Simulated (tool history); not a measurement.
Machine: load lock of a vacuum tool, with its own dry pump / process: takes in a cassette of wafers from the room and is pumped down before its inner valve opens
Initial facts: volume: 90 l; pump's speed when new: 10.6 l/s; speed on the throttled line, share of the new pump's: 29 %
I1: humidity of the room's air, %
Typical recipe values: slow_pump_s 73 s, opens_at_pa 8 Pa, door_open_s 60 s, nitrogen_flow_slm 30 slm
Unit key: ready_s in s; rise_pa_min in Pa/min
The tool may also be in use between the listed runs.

{"run": 1, "hour": 0.0, "slow_pump_s": 73, "opens_at_pa": 8, "door_open_s": 60, "nitrogen_flow_slm": 30, "I1": 45.6, "ready_s": 138.9, "rise_pa_min": 0.051}
{"run": 2, "hour": 100.0, "slow_pump_s": 73, "opens_at_pa": 8, "door_open_s": 45, "nitrogen_flow_slm": 30, "I1": 42.0, "ready_s": 140.7, "rise_pa_min": 0.039}
{"run": 3, "hour": 229.2, "slow_pump_s": 73, "opens_at_pa": 7, "door_open_s": 60, "nitrogen_flow_slm": 30, "I1": 46.2, "ready_s": 143.6, "rise_pa_min": 0.048}
{"run": 4, "hour": 290.4, "slow_pump_s": 73, "opens_at_pa": 7, "door_open_s": 60, "nitrogen_flow_slm": 30, "I1": 44.8, "ready_s": 142.7, "rise_pa_min": 0.046}
{"run": 5, "hour": 415.8, "slow_pump_s": 73, "opens_at_pa": 7, "door_open_s": 60, "nitrogen_flow_slm": 30, "I1": 44.8, "ready_s": 142.1, "rise_pa_min": 0.046}
{"run": 6, "hour": 526.9, "slow_pump_s": 73, "opens_at_pa": 7, "door_open_s": 60, "nitrogen_flow_slm": 30, "I1": 40.3, "ready_s": 143.2, "rise_pa_min": 0.048}
{"run": 7, "hour": 613.3, "slow_pump_s": 73, "opens_at_pa": 8, "door_open_s": 60, "nitrogen_flow_slm": 30, "I1": 46.2, "ready_s": 141.0, "rise_pa_min": 0.057}
{"run": 8, "hour": 719.1, "slow_pump_s": 73, "opens_at_pa": 8, "door_open_s": 60, "nitrogen_flow_slm": 30, "I1": 42.9, "ready_s": 141.0, "rise_pa_min": 0.058}
{"run": 9, "hour": 808.3, "slow_pump_s": 73, "opens_at_pa": 8, "door_open_s": 60, "nitrogen_flow_slm": 30, "I1": 43.2, "ready_s": 141.5, "rise_pa_min": 0.056}
{"run": 10, "hour": 904.4, "slow_pump_s": 73, "opens_at_pa": 8, "door_open_s": 60, "nitrogen_flow_slm": 30, "I1": 44.5, "ready_s": 141.0, "rise_pa_min": 0.056}
{"run": 11, "hour": 995.4, "slow_pump_s": 73, "opens_at_pa": 8, "door_open_s": 60, "nitrogen_flow_slm": 30, "I1": 44.8, "ready_s": 142.0, "rise_pa_min": 0.058}
{"run": 12, "hour": 1130.7, "slow_pump_s": 73, "opens_at_pa": 8, "door_open_s": 60, "nitrogen_flow_slm": 30, "I1": 45.3, "ready_s": 140.2, "rise_pa_min": 0.062}
{"run": 13, "hour": 1228.7, "slow_pump_s": 73, "opens_at_pa": 8, "door_open_s": 60, "nitrogen_flow_slm": 30, "I1": 40.6, "ready_s": 142.5, "rise_pa_min": 0.054}
{"run": 14, "hour": 1292.9, "slow_pump_s": 73, "opens_at_pa": 8, "door_open_s": 60, "nitrogen_flow_slm": 30, "I1": 44.4, "ready_s": 141.7, "rise_pa_min": 0.062}
{"run": 15, "hour": 1400.4, "slow_pump_s": 73, "opens_at_pa": 15, "door_open_s": 60, "nitrogen_flow_slm": 30, "I1": 44.1, "ready_s": 136.0, "rise_pa_min": 0.056}
{"run": 16, "hour": 1493.6, "slow_pump_s": 73, "opens_at_pa": 15, "door_open_s": 60, "nitrogen_flow_slm": 30, "I1": 43.9, "ready_s": 136.0, "rise_pa_min": 0.07}
{"run": 17, "hour": 1590.5, "slow_pump_s": 73, "opens_at_pa": 15, "door_open_s": 60, "nitrogen_flow_slm": 30, "I1": 43.7, "ready_s": 137.0, "rise_pa_min": 0.069}
{"run": 18, "hour": 1694.6, "slow_pump_s": 49, "opens_at_pa": 8, "door_open_s": 60, "nitrogen_flow_slm": 30, "I1": 46.9, "ready_s": 127.0, "rise_pa_min": 0.062}
{"run": 19, "hour": 1814.5, "slow_pump_s": 45, "opens_at_pa": 8, "door_open_s": 60, "nitrogen_flow_slm": 30, "I1": 44.9, "ready_s": 124.7, "rise_pa_min": 0.059}
{"run": 20, "hour": 1902.2, "slow_pump_s": 73, "opens_at_pa": 7, "door_open_s": 36, "nitrogen_flow_slm": 30, "I1": 45.0, "ready_s": 145.5, "rise_pa_min": 0.059}
{"run": 21, "hour": 2029.7, "slow_pump_s": 56, "opens_at_pa": 7, "door_open_s": 199, "nitrogen_flow_slm": 10, "I1": 49.8, "ready_s": 133.7, "rise_pa_min": 0.142}
{"run": 22, "hour": 2149.7, "slow_pump_s": 55, "opens_at_pa": 8, "door_open_s": 60, "nitrogen_flow_slm": 30, "I1": 42.1, "ready_s": 131.4, "rise_pa_min": 0.066}
{"run": 23, "hour": 2292.6, "slow_pump_s": 62, "opens_at_pa": 14, "door_open_s": 104, "nitrogen_flow_slm": 30, "I1": 44.6, "ready_s": 130.9, "rise_pa_min": 0.085}
{"run": 24, "hour": 2353.5, "slow_pump_s": 92, "opens_at_pa": 14, "door_open_s": 104, "nitrogen_flow_slm": 18, "I1": 44.1, "ready_s": 150.7, "rise_pa_min": 0.099}
{"run": 25, "hour": 2423.2, "slow_pump_s": 73, "opens_at_pa": 8, "door_open_s": 31, "nitrogen_flow_slm": 23, "I1": 43.7, "ready_s": 144.4, "rise_pa_min": 0.061}
{"run": 26, "hour": 2533.9, "slow_pump_s": 83, "opens_at_pa": 8, "door_open_s": 84, "nitrogen_flow_slm": 9, "I1": 47.4, "ready_s": 153.2, "rise_pa_min": 0.099}
{"run": 27, "hour": 2616.0, "slow_pump_s": 73, "opens_at_pa": 8, "door_open_s": 60, "nitrogen_flow_slm": 4, "I1": 46.6, "ready_s": 144.7, "rise_pa_min": 0.097}
{"run": 28, "hour": 2683.7, "slow_pump_s": 73, "opens_at_pa": 11, "door_open_s": 60, "nitrogen_flow_slm": 9, "I1": 46.5, "ready_s": 141.2, "rise_pa_min": 0.089}
{"run": 29, "hour": 2761.6, "slow_pump_s": 73, "opens_at_pa": 11, "door_open_s": 60, "nitrogen_flow_slm": 9, "I1": 46.5, "ready_s": 140.4, "rise_pa_min": 0.092}
{"run": 30, "hour": 2820.3, "slow_pump_s": 73, "opens_at_pa": 6, "door_open_s": 60, "nitrogen_flow_slm": 7, "I1": 45.0, "ready_s": 146.9, "rise_pa_min": 0.091}
{"run": 31, "hour": 2943.3, "slow_pump_s": 73, "opens_at_pa": 6, "door_open_s": 60, "nitrogen_flow_slm": 7, "I1": 44.8, "ready_s": 147.5, "rise_pa_min": 0.096}
{"run": 32, "hour": 3066.1, "slow_pump_s": 138, "opens_at_pa": 8, "door_open_s": 60, "nitrogen_flow_slm": 4, "I1": 46.7, "ready_s": 186.6, "rise_pa_min": 0.102}
{"run": 33, "hour": 3207.0, "slow_pump_s": 138, "opens_at_pa": 8, "door_open_s": 60, "nitrogen_flow_slm": 4, "I1": 43.2, "ready_s": 189.4, "rise_pa_min": 0.099}
{"run": 34, "hour": 3305.6, "slow_pump_s": 138, "opens_at_pa": 8, "door_open_s": 60, "nitrogen_flow_slm": 4, "I1": 46.4, "ready_s": 186.3, "rise_pa_min": 0.108}
{"run": 35, "hour": 3420.8, "slow_pump_s": 40, "opens_at_pa": 11, "door_open_s": 137, "nitrogen_flow_slm": 5, "I1": 46.6, "ready_s": 122.5, "rise_pa_min": 0.137}
{"run": 36, "hour": 3532.9, "slow_pump_s": 40, "opens_at_pa": 11, "door_open_s": 137, "nitrogen_flow_slm": 5, "I1": 45.7, "ready_s": 122.2, "rise_pa_min": 0.141}
{"run": 37, "hour": 3645.7, "slow_pump_s": 92, "opens_at_pa": 11, "door_open_s": 137, "nitrogen_flow_slm": 5, "I1": 43.4, "ready_s": 157.5, "rise_pa_min": 0.135}

Pick out some run-to-run changes in ready_s. Of each, how much would a tool without hidden state show as well, from the settings, what came in and chance, and how much is left for the hidden state and any gauge scatter not in both results compared?
Hidden conditions of the tool in this case: pump's speed, % of a new pump's; leak at the door's seal, Pa l/s; drift of the gauge itself on ready_s, %; drift of the gauge itself on rise_pa_min, %.
Run 31 -> 32: slow_pump_s 73 -> 138, opens_at_pa 6 -> 8, nitrogen_flow_slm 7 -> 4. ready_s +39.1 s: hidden state -4.4, all else +43.5.
Run 34 -> 35: slow_pump_s 138 -> 40, opens_at_pa 8 -> 11, door_open_s 60 -> 137, nitrogen_flow_slm 4 -> 5. ready_s -63.8 s: hidden state +6.2, all else -70.0.
Run 36 -> 37: slow_pump_s 40 -> 92. ready_s +35.3 s: hidden state -3.2, all else +38.5.
